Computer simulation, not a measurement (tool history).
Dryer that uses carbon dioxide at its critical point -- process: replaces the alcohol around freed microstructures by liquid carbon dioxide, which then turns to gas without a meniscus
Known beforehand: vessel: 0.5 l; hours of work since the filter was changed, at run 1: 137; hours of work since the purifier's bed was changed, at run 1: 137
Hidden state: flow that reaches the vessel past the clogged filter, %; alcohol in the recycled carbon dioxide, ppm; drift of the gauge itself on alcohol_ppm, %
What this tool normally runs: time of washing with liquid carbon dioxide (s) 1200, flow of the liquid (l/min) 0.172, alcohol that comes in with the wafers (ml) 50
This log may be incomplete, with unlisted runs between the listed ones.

| run | hour | time of washing with liquid carbon dioxide (s) | flow of the liquid (l/min) | alcohol that comes in with the wafers (ml) | hours of work since the filter was changed | hours of work since the purifier's bed was changed | alcohol left in the vessel before it's heated (ppm by volume) |
|---|---|---|---|---|---|---|---|
| 1 | 0 | 1200 | 0.172 | 50 | 137 | 137 | 414 |
| 2 | 17.3 | 1200 | 0.172 | 55 | 149 | 149 | 505 |
|  | 28.9 | inlet filter changed |
| 3 | 31.8 | 1200 | 0.172 | 50 | 2 | 159 | 142 |
| 4 | 52.6 | 1200 | 0.172 | 42 | 17 | 173 | 135 |
| 5 | 70.7 | 840 | 0.172 | 50 | 29 | 186 | 1106 |
| 6 | 96.6 | 840 | 0.172 | 50 | 48 | 204 | 1206 |
| 7 | 128.7 | 840 | 0.172 | 50 | 70 | 227 | 1356 |
| 8 | 145.8 | 1200 | 0.144 | 50 | 83 | 239 | 632 |
| 9 | 175.8 | 900 | 0.172 | 50 | 104 | 260 | 1219 |
| 10 | 193.7 | 1140 | 0.172 | 50 | 116 | 273 | 432 |
| 11 | 217 | 1200 | 0.172 | 52 | 133 | 289 | 375 |
| 12 | 239.8 | 1200 | 0.172 | 98 | 149 | 305 | 767 |
|  | 251.7 | inlet filter changed |
| 13 | 257.6 | 1200 | 0.172 | 98 | 4 | 317 | 275 |
| 14 | 277.1 | 1200 | 0.172 | 98 | 18 | 331 | 290 |
| 15 | 291.2 | 1200 | 0.172 | 98 | 28 | 341 | 327 |
| 16 | 310.1 | 1200 | 0.172 | 98 | 41 | 354 | 355 |
| 17 | 332.5 | 1200 | 0.172 | 50 | 57 | 370 | 223 |
| 18 | 347.4 | 1200 | 0.172 | 50 | 68 | 381 | 234 |
| 19 | 364.6 | 1200 | 0.172 | 50 | 80 | 393 | 257 |
| 20 | 385.5 | 1200 | 0.172 | 50 | 94 | 407 | 280 |
| 21 | 398.8 | 1200 | 0.172 | 50 | 104 | 417 | 305 |
| 22 | 424.6 | 1200 | 0.172 | 50 | 122 | 435 | 342 |
| 23 | 453.8 | 1200 | 0.172 | 50 | 143 | 456 | 395 |
|  | 473.6 | inlet filter changed |
| 24 | 475.8 | 1020 | 0.266 | 83 | 2 | 470 | 55 |
| 25 | 492.8 | 1020 | 0.266 | 83 | 14 | 482 | 72 |
| 26 | 514.6 | 1020 | 0.112 | 90 | 29 | 498 | 4941 |
| 27 | 544.7 | 1920 | 0.277 | 27 | 50 | 519 | 39 |
| 28 | 571.1 | 1920 | 0.277 | 27 | 69 | 538 | 42 |
| 29 | 602.8 | 1740 | 0.277 | 34 | 91 | 560 | 38 |
| 30 | 617.4 | 1200 | 0.248 | 59 | 101 | 570 | 68 |
| 31 | 640.1 | 1200 | 0.248 | 59 | 117 | 586 | 70 |
| 32 | 657.3 | 1200 | 0.248 | 59 | 130 | 598 | 74 |
| 33 | 672.1 | 1200 | 0.248 | 59 | 140 | 609 | 81 |
|  | 695.6 | inlet filter changed |
| 34 | 695.6 | 1200 | 0.248 | 59 | 0 | 625 | 54 |
| 35 | 718.6 | 780 | 0.248 | 42 | 16 | 641 | 235 |
| 36 | 732.9 | 1020 | 0.146 | 21 | 26 | 651 | 437 |
| 37 | 755.4 | 1020 | 0.271 | 102 | 42 | 667 | 88 |
| 38 | 780.9 | 1620 | 0.172 | 50 | 60 | 685 | 79 |
| 39 | 811.3 | 1200 | 0.259 | 50 | 82 | 706 | 63 |
| 40 | 842.5 | 1200 | 0.259 | 50 | 104 | 728 | 66 |
| 41 | 868.7 | 780 | 0.172 | 50 | 122 | 747 | 2421 |
| 42 | 891.3 | 1200 | 0.172 | 35 | 138 | 763 | 298 |
| 43 | 906.6 | 1200 | 0.172 | 35 | 149 | 773 | 332 |
|  | 918.6 | inlet filter changed |
| 44 | 933.5 | 840 | 0.141 | 42 | 11 | 792 | 1887 |
| 45 | 956.7 | 840 | 0.231 | 104 | 27 | 808 | 513 |
| 46 | 970.2 | 960 | 0.231 | 104 | 36 | 818 | 271 |

Each row is a separate what-if for the run after 46, all from the same tool condition, not one after another. Results?
| A | 1000.7 | 960 | 0.169 | 104 | 58 | 839 | ? |
| B | 1000.7 | 960 | 0.231 | 72 | 58 | 839 | ? |
| C | 1000.7 | 1020 | 0.233 | 50 | 58 | 839 | ? |

| run | alcohol left in the vessel before it's heated (ppm by volume) |
|---|---|
| A | 1521 |
| B | 229 |
| C | 138 |
With no hidden state in the tool, these same runs would have given:
| run | alcohol left in the vessel before it's heated (ppm by volume) |
|---|---|
| A | 1032 |
| B | 110 |
| C | 55 |
